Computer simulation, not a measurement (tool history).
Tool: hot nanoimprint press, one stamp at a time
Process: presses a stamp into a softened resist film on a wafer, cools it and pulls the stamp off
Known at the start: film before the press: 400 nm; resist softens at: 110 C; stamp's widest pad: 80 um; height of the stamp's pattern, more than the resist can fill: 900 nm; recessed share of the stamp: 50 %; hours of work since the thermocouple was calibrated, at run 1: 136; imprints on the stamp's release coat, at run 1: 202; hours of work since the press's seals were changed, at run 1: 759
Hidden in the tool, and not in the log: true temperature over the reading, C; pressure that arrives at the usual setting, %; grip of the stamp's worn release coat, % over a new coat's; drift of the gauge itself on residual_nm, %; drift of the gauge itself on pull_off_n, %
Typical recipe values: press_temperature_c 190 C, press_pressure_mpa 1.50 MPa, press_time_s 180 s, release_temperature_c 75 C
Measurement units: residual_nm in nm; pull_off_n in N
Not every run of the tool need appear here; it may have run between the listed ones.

run   hour  press_temperature_c  press_pressure_mpa  press_time_s  release_temperature_c  hours of work since the thermocouple was calibrated  imprints on the stamp's release coat  hours of work since the press's seals were changed  residual_nm  pull_off_n
  1    0.0                  190                1.50           180                     75                                                  136                                   202                                                 759        183.3         202
  2   28.0                  190                1.75           180                     75                                                  158                                   319                                                 781        171.1         201
  3   52.5                  200                1.50           180                     75                                                  177                                   421                                                 800        133.2         207
  4   79.0                  200                1.50           180                     75                                                  198                                   532                                                 821        134.9         213
  5   93.1                  200                1.50           180                     75                                                  209                                   590                                                 832        135.5         215
  6  118.3                  190                1.50           180                     75                                                  229                                   695                                                 851        185.4         212
  7  138.6                  190                1.50           180                     67                                                  244                                   780                                                 867        189.4         251
  8  158.6                  190                1.50           180                     67                                                  260                                   863                                                 883        189.2         248
  9  175.7                  202                1.62           166                     79                                                  273                                   935                                                 896        127.2         201
 10  188.2                  190                2.17           134                     75                                                  283                                   986                                                 906        175.2         221
 11  204.8                  190                1.80           134                     79                                                  296                                  1056                                                 919        190.9         204
 12  232.7                  190                1.80           134                     79                                                  318                                  1172                                                 941        193.6         213

Forecast run 13:
 13  260.3                  190                1.80           134                     79                                                  340                                  1287                                                 962            ?           ?

{"run 13": {"residual_nm": 192.3, "pull_off_n": 214}}
If the tool had no hidden condition, the same run with the same run-to-run variation would have returned residual_nm 173.2 nm, pull_off_n 182 N.

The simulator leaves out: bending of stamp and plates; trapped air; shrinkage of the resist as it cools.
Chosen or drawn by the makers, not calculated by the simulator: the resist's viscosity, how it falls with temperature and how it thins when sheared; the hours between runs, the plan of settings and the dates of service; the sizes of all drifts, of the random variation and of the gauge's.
